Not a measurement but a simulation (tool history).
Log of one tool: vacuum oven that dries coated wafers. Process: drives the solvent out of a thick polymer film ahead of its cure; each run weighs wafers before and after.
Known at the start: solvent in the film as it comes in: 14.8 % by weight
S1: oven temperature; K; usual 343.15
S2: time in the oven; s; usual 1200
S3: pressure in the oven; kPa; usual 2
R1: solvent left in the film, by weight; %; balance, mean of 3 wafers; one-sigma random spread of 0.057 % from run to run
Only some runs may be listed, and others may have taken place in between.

Run 1, hour 0: usual settings. Result: R1 2.69 %.
Run 2, hour 52.9: usual settings. Result: R1 2.7 %.
Run 3, hour 77.4: usual settings. Result: R1 2.73 %.
Run 4, hour 120.6: usual settings. Result: R1 2.79 %.
Run 5, hour 152.9: usual settings. Result: R1 2.74 %.
Run 6, hour 183.1: usual settings. Result: R1 2.69 %.
Run 7, hour 231.7: usual settings but S3 2.99 kPa. Result: R1 3.22 %.
Run 8, hour 260.9: usual settings but S3 2.99 kPa. Result: R1 3.28 %.
Run 9, hour 300.6: usual settings but S1 357.15 K. Result: R1 0.7 %.
Run 10, hour 352.2: usual settings but S1 357.15 K. Result: R1 0.69 %.
Run 11, hour 392.2: usual settings. Result: R1 2.68 %.
Run 12, hour 430.1: usual settings but S1 348.15 K. Result: R1 1.66 %.
Run 13, hour 478.3: usual settings. Result: R1 2.79 %.
Run 14, hour 511.8: usual settings. Result: R1 2.74 %.
Run 15, hour 566.2: usual settings. Result: R1 2.81 %.
Run 16, hour 618.9: usual settings but S3 1.08 kPa. Result: R1 2.24 %.
Run 17, hour 666.6: usual settings but S3 1.08 kPa. Result: R1 2.32 %.
Run 18, hour 708.5: usual settings. Result: R1 2.81 %.
Run 19, hour 755.7: usual settings but S1 352.15 K. Result: R1 1.06 %.
Run 20, hour 806.9: usual settings but S1 352.15 K. Result: R1 1.15 %.
Run 21, hour 841.5: usual settings but S1 352.15 K. Result: R1 1.08 %.
Run 22, hour 889.4: usual settings but S1 336.15 K, S3 2.75 kPa. Result: R1 5.3 %.
Run 23, hour 932.9: usual settings but S1 336.15 K, S3 2.75 kPa. Result: R1 5.38 %.
Run 24, hour 961.2: usual settings but S1 336.15 K, S3 2.75 kPa. Result: R1 5.32 %.
Run 25, hour 997.3: usual settings but S1 336.15 K, S2 840 s, S3 1.41 kPa. Result: R1 6 %.
At hour 1038.2: oven's thermocouples calibrated.
Run 26, hour 1038.2: usual settings but S1 336.15 K, S2 720 s, S3 2.45 kPa. Result: R1 6.92 %.
Run 27, hour 1079.6: usual settings but S2 1320 s, S3 6.12 kPa. Result: R1 4.68 %.
Run 28, hour 1123.9: usual settings but S2 1320 s, S3 6.12 kPa. Result: R1 4.68 %.
Run 29, hour 1150.5: usual settings but S2 1320 s, S3 6.12 kPa. Result: R1 4.64 %.
Run 30, hour 1194.5: usual settings but S1 336.15 K, S2 660 s, S3 2.96 kPa. Result: R1 7.68 %.
Run 31, hour 1245.2: usual settings but S3 7.01 kPa. Result: R1 5.18 %.
Run 32, hour 1288: usual settings but S1 332.15 K, S2 900 s, S3 3.61 kPa. Result: R1 8.19 %.
Run 33, hour 1321: usual settings but S1 352.15 K, S2 780 s. Result: R1 1.95 %.
Run 34, hour 1356.9: usual settings but S1 352.15 K, S2 780 s. Result: R1 1.89 %.
Run 35, hour 1403.7: usual settings but S1 342.15 K, S2 720 s, S3 4.45 kPa. Result: R1 6.03 %.
Run 36, hour 1452.4: usual settings but S1 342.15 K, S2 720 s, S3 4.45 kPa. Result: R1 6 %.
Run 37, hour 1490: usual settings but S1 342.15 K, S2 720 s, S3 4.45 kPa. Result: R1 6.13 %.
Run 38, hour 1526.1: usual settings but S1 332.15 K, S2 660 s, S3 2.32 kPa. Result: R1 8.46 %.
Run 39, hour 1557.3: usual settings but S1 336.15 K, S2 1980 s, S3 2.32 kPa. Result: R1 3.32 %.
Run 40, hour 1589: usual settings but S1 337.15 K, S2 2040 s, S3 1.38 kPa. Result: R1 2.28 %.
Run 41, hour 1628.4: usual settings but S1 337.15 K, S2 2040 s, S3 1.38 kPa. Result: R1 2.27 %.

Here are 3 independent what-if runs from the current tool condition. What would each one return?
Run A, hour 1668.8: usual settings but S1 353.15 K, S2 1140 s, S3 1.04 kPa. Result: R1 ?.
Run B, hour 1668.8: usual settings but S1 344.15 K, S2 1440 s, S3 4.6 kPa. Result: R1 ?.
Run C, hour 1668.8: usual settings but S1 336.15 K, S2 660 s, S3 5.34 kPa. Result: R1 ?.

run    R1
  A  0.79
  B  3.35
  C  8.66
Take away the tool's hidden state, keep each run's random variation, and the runs would have read:
run    R1
  A  0.77
  B  3.32
  C  8.63

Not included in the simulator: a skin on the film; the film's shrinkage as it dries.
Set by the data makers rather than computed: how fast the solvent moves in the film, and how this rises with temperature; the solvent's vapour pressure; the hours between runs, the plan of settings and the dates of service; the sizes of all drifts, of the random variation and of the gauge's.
